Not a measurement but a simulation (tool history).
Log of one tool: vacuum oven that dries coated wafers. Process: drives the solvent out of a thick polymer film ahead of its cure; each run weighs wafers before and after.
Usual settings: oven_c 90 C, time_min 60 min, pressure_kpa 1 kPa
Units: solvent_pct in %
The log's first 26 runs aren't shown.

| run | day | oven_c | time_min | pressure_kpa | hours of work since the thermocouples were calibrated | hours of work since the vacuum gauge was cleaned of residue | solvent_pct |
|---|---|---|---|---|---|---|---|
| 27 | 15.421 | 101 | 48 | 1.27 | 296 | 790 | 1.55 |
| 28 | 16.042 | 101 | 48 | 1.27 | 307 | 801 | 1.52 |
| 29 | 16.746 | 81 | 46 | 2.11 | 320 | 814 | 10.95 |
| 30 | 17.492 | 83 | 34 | 0.52 | 333 | 827 | 11.26 |
| 31 | 18.088 | 90 | 36 | 2.04 | 344 | 838 | 8.12 |
| 32 | 18.858 | 102 | 62 | 1.42 | 358 | 852 | 0.85 |
| 33 | 19.675 | 102 | 62 | 1.42 | 372 | 866 | 0.79 |
| 34 | 20.292 | 102 | 62 | 1.42 | 383 | 877 | 0.84 |
| 35 | 20.929 | 84 | 62 | 1.61 | 395 | 889 | 7.35 |
| 36 | 21.262 | 100 | 60 | 1.55 | 401 | 895 | 1.25 |
| 37 | 21.846 | 90 | 32 | 1 | 411 | 905 | 8.54 |
| 38 | 22.467 | 89 | 35 | 1.66 | 423 | 917 | 8.68 |
| 39 | 22.875 | 89 | 35 | 1.66 | 430 | 924 | 8.69 |
| 40 | 23.675 | 90 | 68 | 1.52 | 444 | 938 | 3.91 |
| 41 | 24.238 | 98 | 68 | 0.55 | 454 | 948 | 1.03 |
| 42 | 24.792 | 98 | 68 | 0.55 | 464 | 958 | 0.94 |
| 43 | 25.35 | 96 | 38 | 0.55 | 475 | 968 | 4.27 |
| 44 | 26.088 | 90 | 41 | 0.99 | 488 | 982 | 6.67 |
| 45 | 26.879 | 81 | 41 | 2.02 | 502 | 996 | 11.67 |
| 46 | 27.417 | 98 | 66 | 1 | 512 | 1006 | 1.23 |
| 47 | 28.2 | 90 | 46 | 1.64 | 526 | 1020 | 6.27 |
| 48 | 28.854 | 90 | 37 | 0.88 | 538 | 1032 | 7.47 |

3 ways to go on from here, each from the tool as it stands after run 48. What would each give?
| A | 29.271 | 77 | 70 | 1.47 | 545 | 1039 | ? |
| B | 29.271 | 90 | 88 | 1 | 545 | 1039 | ? |
| C | 29.271 | 90 | 79 | 1 | 545 | 1039 | ? |

| run | solvent_pct |
|---|---|
| A | 10.17 |
| B | 2.32 |
| C | 2.75 |
Without the tool's hidden state the same runs would have given:
| run | solvent_pct |
|---|---|
| A | 10.2 |
| B | 2.33 |
| C | 2.77 |
